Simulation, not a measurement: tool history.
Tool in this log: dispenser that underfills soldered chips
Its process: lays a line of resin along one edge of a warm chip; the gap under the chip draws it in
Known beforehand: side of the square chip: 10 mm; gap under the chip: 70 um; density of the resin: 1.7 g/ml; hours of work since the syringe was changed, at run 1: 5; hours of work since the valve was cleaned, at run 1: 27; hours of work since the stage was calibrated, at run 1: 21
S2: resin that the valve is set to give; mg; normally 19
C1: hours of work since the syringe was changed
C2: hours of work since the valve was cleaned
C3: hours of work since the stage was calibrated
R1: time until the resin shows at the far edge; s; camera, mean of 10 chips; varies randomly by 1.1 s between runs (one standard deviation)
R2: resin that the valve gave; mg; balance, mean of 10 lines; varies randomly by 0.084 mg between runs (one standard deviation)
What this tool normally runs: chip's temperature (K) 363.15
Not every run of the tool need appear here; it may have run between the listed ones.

run 1 hour=0 | chip's_temperature_(K)=363.15 S2=19 | C1=5 C2=27 C3=21 | R1=140.7 R2=18.79
-- hour=8.8 new syringe of resin
run 2 hour=11.2 | chip's_temperature_(K)=370.15 S2=19 | C1=1 C2=33 C3=28 | R1=87.7 R2=18.65
run 3 hour=23.1 | chip's_temperature_(K)=370.15 S2=16.9 | C1=9 C2=41 C3=36 | R1=147.8 R2=16.67
-- hour=25.9 new syringe of resin
run 4 hour=36.4 | chip's_temperature_(K)=370.15 S2=16.9 | C1=7 C2=49 C3=44 | R1=127.7 R2=16.43
-- hour=43.2 new syringe of resin
run 5 hour=45.8 | chip's_temperature_(K)=370.15 S2=16.9 | C1=2 C2=55 C3=49 | R1=94.7 R2=16.45
run 6 hour=57.3 | chip's_temperature_(K)=370.15 S2=16.9 | C1=9 C2=62 C3=57 | R1=145.2 R2=16.44
-- hour=60.5 dispensing valve cleaned and set on the balance
-- hour=61.7 new syringe of resin
run 7 hour=69.3 | chip's_temperature_(K)=370.15 S2=16.9 | C1=5 C2=5 C3=63 | R1=113.4 R2=17.01
-- hour=78.6 new syringe of resin
run 8 hour=82.9 | chip's_temperature_(K)=370.15 S2=16.9 | C1=3 C2=14 C3=71 | R1=95.6 R2=16.76
run 9 hour=94.7 | chip's_temperature_(K)=363.15 S2=19 | C1=10 C2=21 C3=79 | R1=190.2 R2=19
-- hour=96.1 new syringe of resin
run 10 hour=100.9 | chip's_temperature_(K)=369.15 S2=19 | C1=3 C2=25 C3=82 | R1=102.9 R2=18.75
run 11 hour=112.2 | chip's_temperature_(K)=369.15 S2=19 | C1=10 C2=32 C3=89 | R1=159.8 R2=18.78
-- hour=113.6 new syringe of resin
run 12 hour=124.8 | chip's_temperature_(K)=369.15 S2=19 | C1=7 C2=39 C3=97 | R1=130.9 R2=18.81
-- hour=130.7 new syringe of resin
run 13 hour=134.5 | chip's_temperature_(K)=369.15 S2=19 | C1=2 C2=45 C3=103 | R1=93.2 R2=18.7
run 14 hour=144.8 | chip's_temperature_(K)=369.15 S2=19 | C1=9 C2=51 C3=109 | R1=141 R2=18.67
-- hour=148.1 new syringe of resin
run 15 hour=152.1 | chip's_temperature_(K)=369.15 S2=19 | C1=2 C2=56 C3=114 | R1=100.1 R2=18.55
run 16 hour=161.3 | chip's_temperature_(K)=369.15 S2=19 | C1=8 C2=62 C3=119 | R1=142.4 R2=18.53
-- hour=164.7 dispensing valve cleaned and set on the balance
-- hour=166.4 new syringe of resin
run 17 hour=175.7 | chip's_temperature_(K)=368.15 S2=23.5 | C1=6 C2=7 C3=128 | R1=120.7 R2=23.5
run 18 hour=182.4 | chip's_temperature_(K)=368.15 S2=18.6 | C1=10 C2=11 C3=132 | R1=160.8 R2=18.65
-- hour=183.3 new syringe of resin
run 19 hour=194.5 | chip's_temperature_(K)=363.15 S2=21.1 | C1=7 C2=18 C3=139 | R1=153.9 R2=21.01
-- hour=200.2 new syringe of resin
run 20 hour=205.3 | chip's_temperature_(K)=363.15 S2=21.1 | C1=3 C2=25 C3=146 | R1=118.8 R2=20.84
run 21 hour=212 | chip's_temperature_(K)=365.15 S2=23.5 | C1=7 C2=29 C3=150 | R1=143.1 R2=23.26
-- hour=217.6 new syringe of resin
run 22 hour=218.3 | chip's_temperature_(K)=359.15 S2=17.5 | C1=0 C2=33 C3=154 | R1=115.9 R2=17.23
run 23 hour=230.7 | chip's_temperature_(K)=349.15 S2=17.5 | C1=8 C2=40 C3=161 | R1=259.9 R2=17.4
-- hour=234.9 new syringe of resin
run 24 hour=243.8 | chip's_temperature_(K)=362.15 S2=20.6 | C1=6 C2=48 C3=169 | R1=146.1 R2=20.39
-- hour=252.3 new syringe of resin
run 25 hour=252.9 | chip's_temperature_(K)=362.15 S2=20.6 | C1=0 C2=54 C3=175 | R1=103.8 R2=20.06
run 26 hour=265.7 | chip's_temperature_(K)=362.15 S2=20.6 | C1=8 C2=62 C3=183 | R1=172.6 R2=20.17
-- hour=269.3 dispensing valve cleaned and set on the balance
-- hour=270.8 new syringe of resin
run 27 hour=272.8 | chip's_temperature_(K)=352.15 S2=19 | C1=1 C2=2 C3=186 | R1=148.1 R2=19.1
run 28 hour=283.8 | chip's_temperature_(K)=352.15 S2=16.2 | C1=8 C2=9 C3=193 | R1=235.6 R2=16.08
-- hour=287.6 new syringe of resin
run 29 hour=296.4 | chip's_temperature_(K)=353.15 S2=18.7 | C1=5 C2=16 C3=201 | R1=186.5 R2=18.76
-- hour=304.3 new syringe of resin
run 30 hour=307.7 | chip's_temperature_(K)=352.15 S2=17.1 | C1=2 C2=23 C3=208 | R1=159.1 R2=17
run 31 hour=320.1 | chip's_temperature_(K)=373.15 S2=17.9 | C1=10 C2=31 C3=215 | R1=134.1 R2=17.69

Predict each of these 3 candidate next runs independently; none follows another, all start after run 31:
-- hour=321.2 new syringe of resin
run A hour=328.2 | chip's_temperature_(K)=358.15 S2=21.1 | C1=4 C2=36 C3=220 | R1=? R2=?
-- hour=321.2 new syringe of resin
run B hour=328.2 | chip's_temperature_(K)=363.15 S2=23.3 | C1=4 C2=36 C3=220 | R1=? R2=?
-- hour=321.2 new syringe of resin
run C hour=328.2 | chip's_temperature_(K)=362.15 S2=20.2 | C1=4 C2=36 C3=220 | R1=? R2=?

run=A R1=149.1 R2=20.93
run=B R1=127.1 R2=22.85
run=C R1=128.2 R2=19.9
Take away the tool's hidden state, keep each run's random variation, and the runs would have read:
run=A R1=119 R2=21.22
run=B R1=101.5 R2=23.17
run=C R1=102.3 R2=20.18

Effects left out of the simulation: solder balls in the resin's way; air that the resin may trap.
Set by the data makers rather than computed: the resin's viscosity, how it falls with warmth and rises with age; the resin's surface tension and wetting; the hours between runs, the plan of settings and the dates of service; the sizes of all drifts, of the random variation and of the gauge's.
